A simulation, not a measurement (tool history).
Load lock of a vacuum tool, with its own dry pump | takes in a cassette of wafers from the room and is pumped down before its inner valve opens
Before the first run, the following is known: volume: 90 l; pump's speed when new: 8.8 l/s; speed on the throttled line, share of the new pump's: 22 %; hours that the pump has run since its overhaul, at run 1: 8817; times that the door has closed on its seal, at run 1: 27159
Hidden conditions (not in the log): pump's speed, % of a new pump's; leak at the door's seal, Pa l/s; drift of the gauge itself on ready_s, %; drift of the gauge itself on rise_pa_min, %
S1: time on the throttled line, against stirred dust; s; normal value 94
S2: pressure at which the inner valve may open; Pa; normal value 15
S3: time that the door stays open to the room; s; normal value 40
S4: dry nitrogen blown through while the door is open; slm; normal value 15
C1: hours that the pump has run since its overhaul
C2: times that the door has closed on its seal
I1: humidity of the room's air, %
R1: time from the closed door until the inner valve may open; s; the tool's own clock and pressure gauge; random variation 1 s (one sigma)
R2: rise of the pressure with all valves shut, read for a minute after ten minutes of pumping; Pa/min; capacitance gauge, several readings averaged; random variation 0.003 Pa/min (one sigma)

run    hour   S1  S2   S3  S4     C1     C2    I1     R1     R2
  1     0.0   94  15   40  15   8817  27159  45.0  173.3  0.121
  2   142.0   94  15   40  15   8959  27808  46.7  174.5  0.120
  3   367.9   94  15   40  15   9185  28841  44.3  174.0  0.129
  4   559.9   94  15   40  15   9377  29719  45.2  173.1  0.134
  5   728.3   94  15   40  15   9546  30488  46.1  173.4  0.141
  6  1063.7   94  15   40  15   9881  32022  44.0  175.2  0.161
  7  1233.4   94  15   40  15  10051  32798  45.0  176.0  0.161
  8  1402.9   94  15  157  15  10220  33572  46.4  174.9  0.186
     1522.1  -- door's seal changed, seat wiped
  9  1712.0   94  15  157  15  10528    868  46.2  174.3  0.036
 10  1975.4   94  15  157  15  10791   2073  45.2  175.0  0.032
 11  2211.0   49  15  157  15  11027   3150  48.1  142.5  0.043
 12  2398.5   94  15   40  15  11214   4007  44.7  177.8  0.025
 13  2651.6   94  15   40  15  11467   5164  49.7  178.2  0.026
 14  2837.1   94  15   40  15  11653   6012  43.7  177.0  0.028
 15  3102.9   94  15   40  15  11919   7227  42.7  178.8  0.033
 16  3390.0   94  15   40  15  12206   8539  44.0  177.8  0.033
 17  3566.0   94  15   40  15  12382   9344  46.5  175.6  0.033
 18  3905.2   94  22   40  15  12721  10895  48.2  174.5  0.040
 19  4242.2   61  15   40  44  13058  12435  43.8  152.4  0.041
 20  4559.0   61  15   40  44  13375  13884  44.6  153.4  0.044
 21  4758.8   61  15   40  44  13575  14797  46.2  155.8  0.048
 22  4927.1  126  15   40   7  13743  15566  47.7  202.2  0.058
 23  5279.8  172  15   48  15  14096  17178  45.6  237.9  0.073
 24  5608.6  172  15   48  15  14424  18681  47.4  237.6  0.074
 25  5751.1   88  15   48  12  14567  19333  43.3  174.4  0.083
 26  5947.4   88  15   48  12  14763  20230  45.9  176.4  0.091
 27  6162.7   88  15   48  12  14979  21215  45.6  174.7  0.089
 28  6458.6  126  21   48  12  15274  22567  45.3  200.4  0.092
 29  6772.0  126  14   67  12  15588  24000  47.6  204.8  0.107
 30  6961.5  137  14   67  38  15777  24866  44.7  212.3  0.107
 31  7116.2  137  14   67  38  15932  25573  40.6  213.1  0.106
 32  7317.0  137  11  144  38  16133  26491  44.2  218.7  0.124
 33  7536.5   94  15   43   6  16352  27495  42.7  182.3  0.121
 34  7787.7   94  15   40   4  16604  28643  41.8  183.4  0.128
     7944.5  -- dry pump taken out, an overhauled one fitted
 35  7954.1   63  15   40  10     10  29376  47.7  139.2  0.130
 36  8142.2   63  15   40  10    198  30236  43.3  141.8  0.134

Here are 5 independent what-if runs from the current tool condition. What would each one return?
  A  8327.5   63  15   29  10  383  31083  45.5   ?   ?
  B  8327.5  136  15  178  15  383  31083  42.9   ?   ?
  C  8327.5  107  15   40  15  383  31083  46.1   ?   ?
  D  8327.5   63  15   40  42  383  31083  45.5   ?   ?
  E  8327.5   94  15   75  15  383  31083  44.1   ?   ?

run     R1     R2
  A  139.9  0.141
  B  200.5  0.159
  C  175.6  0.135
  D  141.6  0.146
  E  163.8  0.158
Had the tool no hidden state, the same runs would have come out as:
run     R1     R2
  A  139.1  0.011
  B  200.1  0.030
  C  175.1  0.007
  D  140.9  0.015
  E  163.3  0.027
